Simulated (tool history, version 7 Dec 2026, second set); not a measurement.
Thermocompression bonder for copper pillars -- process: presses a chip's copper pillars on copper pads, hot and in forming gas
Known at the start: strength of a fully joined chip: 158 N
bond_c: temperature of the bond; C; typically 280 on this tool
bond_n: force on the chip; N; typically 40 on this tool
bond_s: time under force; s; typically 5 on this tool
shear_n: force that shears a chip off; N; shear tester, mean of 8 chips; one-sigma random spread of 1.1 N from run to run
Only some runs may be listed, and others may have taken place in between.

run,hour,bond_c,bond_n,bond_s,shear_n
1,0.0,280,40,5,92.8
2,26.7,280,40,5,93.9
3,59.8,268,40,5,83.8
4,94.5,280,40,5,94.2
5,126.5,280,40,5,93.2
6,163.8,280,40,5,92.6
7,198.9,280,40,5,94.0
8,223.1,280,40,15,123.5
9,248.8,280,40,5,93.5
10,280.6,280,40,5,92.8
11,306.1,280,40,5,89.3
12,323.5,280,40,5,92.0
13,356.1,280,40,5,91.6
14,386.5,280,40,5,90.1
15,410.0,280,40,13,115.6
16,444.3,280,40,5,92.4
# hour 447.9: forming gas filter changed
17,468.5,280,40,5,94.8
18,496.5,280,40,5,94.3
19,522.8,280,40,5,93.7
20,547.6,280,27,5,77.3
21,567.9,280,27,5,79.0
22,599.7,280,27,5,78.5
23,628.6,289,43,6,111.2
24,662.4,268,29,6,73.7
25,693.0,271,28,3,59.1
# hour 722.2: force cell calibrated
26,722.3,271,28,3,56.3
27,744.9,287,46,8,117.3
28,774.7,273,38,6,85.8
29,805.8,273,38,7,90.7
30,832.7,279,49,13,124.2
31,865.6,275,28,6,77.2
32,888.9,305,34,6,110.6
33,925.5,288,57,3,96.6
34,962.2,276,50,5,92.5
35,980.4,280,56,14,130.1
36,1001.1,280,56,14,127.9
37,1016.7,280,56,14,126.9
38,1044.8,280,56,14,129.1
39,1068.2,254,52,14,102.3
40,1088.6,280,31,3,66.1
41,1109.8,300,48,3,100.6

3 options for the next run, each taken on its own from the tool as it stands now. Forecast them:
A,1131.7,280,28,7,?
B,1131.7,289,56,3,?
C,1131.7,280,45,4,?

run,shear_n
A,85.0
B,95.5
C,87.2
Take away the tool's hidden state, keep each run's random variation, and the runs would have read:
run,shear_n
A,93.4
B,104.0
C,95.6
